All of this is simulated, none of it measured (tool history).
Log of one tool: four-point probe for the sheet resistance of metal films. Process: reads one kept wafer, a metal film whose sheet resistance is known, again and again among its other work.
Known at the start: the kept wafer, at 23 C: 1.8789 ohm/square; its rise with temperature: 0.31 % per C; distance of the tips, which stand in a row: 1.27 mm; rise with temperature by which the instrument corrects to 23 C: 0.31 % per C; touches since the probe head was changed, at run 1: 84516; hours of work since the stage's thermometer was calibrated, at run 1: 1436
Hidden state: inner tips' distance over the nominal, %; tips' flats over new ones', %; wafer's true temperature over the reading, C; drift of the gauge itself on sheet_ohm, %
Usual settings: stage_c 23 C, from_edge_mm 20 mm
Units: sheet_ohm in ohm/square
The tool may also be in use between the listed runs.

run     day  stage_c  from_edge_mm  touches since the probe head was changed  hours of work since the stage's thermometer was calibrated  sheet_ohm
  1       0       23            20                                     84516                                                        1436   1.891777
  2   2.525       23            20                                     85781                                                        1462   1.891106
      3.854  -- stage's thermometer calibrated
  3   4.421       23             6                                     86720                                                           6   1.929079
  4     7.4       23             6                                     88212                                                          36    1.92935
  5  10.342       23             6                                     89686                                                          67   1.929351
  6  14.271       23             6                                     91653                                                         107   1.930073
  7  17.525       23             6                                     93285                                                         140   1.929603
  8  21.012       23             6                                     95030                                                         176    1.93076
  9  24.058       23             6                                     96557                                                         207   1.930188
 10  26.675       23             6                                     97868                                                         234   1.929715
 11  28.788       18            50                                     98927                                                         256   1.886846
 12  31.138       29             9                                    100103                                                         280   1.906998
 13  33.488       29            17                                    101279                                                         304   1.891763
 14  37.738       19            17                                    103409                                                         347   1.892794
 15  39.567       27             4                                    104324                                                         366   1.983011
 16  43.179       19            21                                    106135                                                         403   1.890563

The next listed run, before its measurement:
 17  46.521       19            25                                    107808                                                         437          ?

{"run 17": {"sheet_ohm": 1.890254}}
Without the tool's hidden state the same run would have given sheet_ohm 1.881765 ohm/square.
